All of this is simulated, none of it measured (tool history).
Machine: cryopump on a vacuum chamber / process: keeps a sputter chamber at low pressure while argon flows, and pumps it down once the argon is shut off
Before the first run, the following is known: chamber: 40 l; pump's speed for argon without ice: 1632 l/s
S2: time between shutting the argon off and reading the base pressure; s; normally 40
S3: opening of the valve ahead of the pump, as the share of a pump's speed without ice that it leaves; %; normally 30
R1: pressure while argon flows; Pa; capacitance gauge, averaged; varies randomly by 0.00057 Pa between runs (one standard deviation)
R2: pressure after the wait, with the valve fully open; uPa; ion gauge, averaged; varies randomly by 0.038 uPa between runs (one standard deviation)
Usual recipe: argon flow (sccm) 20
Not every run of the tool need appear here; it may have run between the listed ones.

{"run": 1, "hour": 0.0, "argon flow (sccm)": 20, "S2": 40, "S3": 30, "R1": 0.0738, "R2": 2.54}
{"run": 2, "hour": 32.8, "argon flow (sccm)": 20, "S2": 40, "S3": 30, "R1": 0.0734, "R2": 2.49}
{"run": 3, "hour": 105.2, "argon flow (sccm)": 20, "S2": 40, "S3": 16, "R1": 0.1347, "R2": 2.46}
{"run": 4, "hour": 166.5, "argon flow (sccm)": 20, "S2": 40, "S3": 16, "R1": 0.1363, "R2": 2.55}
{"run": 5, "hour": 242.0, "argon flow (sccm)": 20, "S2": 40, "S3": 30, "R1": 0.0762, "R2": 2.57}
{"run": 6, "hour": 284.8, "argon flow (sccm)": 20, "S2": 40, "S3": 30, "R1": 0.0768, "R2": 2.55}
{"run": 7, "hour": 359.9, "argon flow (sccm)": 15, "S2": 40, "S3": 30, "R1": 0.0577, "R2": 2.62}
{"run": 8, "hour": 403.7, "argon flow (sccm)": 15, "S2": 40, "S3": 30, "R1": 0.0575, "R2": 2.7}
{"run": 9, "hour": 448.2, "argon flow (sccm)": 15, "S2": 40, "S3": 30, "R1": 0.0582, "R2": 2.62}
{"run": 10, "hour": 487.5, "argon flow (sccm)": 15, "S2": 40, "S3": 30, "R1": 0.0584, "R2": 2.73}
{"run": 11, "hour": 530.7, "argon flow (sccm)": 10, "S2": 40, "S3": 30, "R1": 0.0391, "R2": 2.71}
{"run": 12, "hour": 596.0, "argon flow (sccm)": 10, "S2": 40, "S3": 30, "R1": 0.0388, "R2": 2.74}
{"run": 13, "hour": 643.4, "argon flow (sccm)": 20, "S2": 40, "S3": 30, "R1": 0.0782, "R2": 2.69}
{"run": 14, "hour": 674.9, "argon flow (sccm)": 20, "S2": 40, "S3": 30, "R1": 0.0786, "R2": 2.7}
{"run": 15, "hour": 710.2, "argon flow (sccm)": 15, "S2": 40, "S3": 30, "R1": 0.0598, "R2": 2.86}
{"run": 16, "hour": 751.1, "argon flow (sccm)": 30, "S2": 40, "S3": 30, "R1": 0.1187, "R2": 2.75}
{"hour": 789.2, "done": "pump warmed up, emptied and cooled again"}
{"run": 17, "hour": 789.2, "argon flow (sccm)": 30, "S2": 40, "S3": 30, "R1": 0.1041, "R2": 2.48}

For run 18, what comes out?
{"run": 18, "hour": 826.1, "argon flow (sccm)": 30, "S2": 40, "S3": 30, "R1": "?", "R2": "?"}

Run 18 produced R1 0.1038 Pa, R2 2.56 uPa.
On a tool with no hidden condition, and with the same random variation, this run would have come out at R1 0.1029 Pa, R2 2.18 uPa.
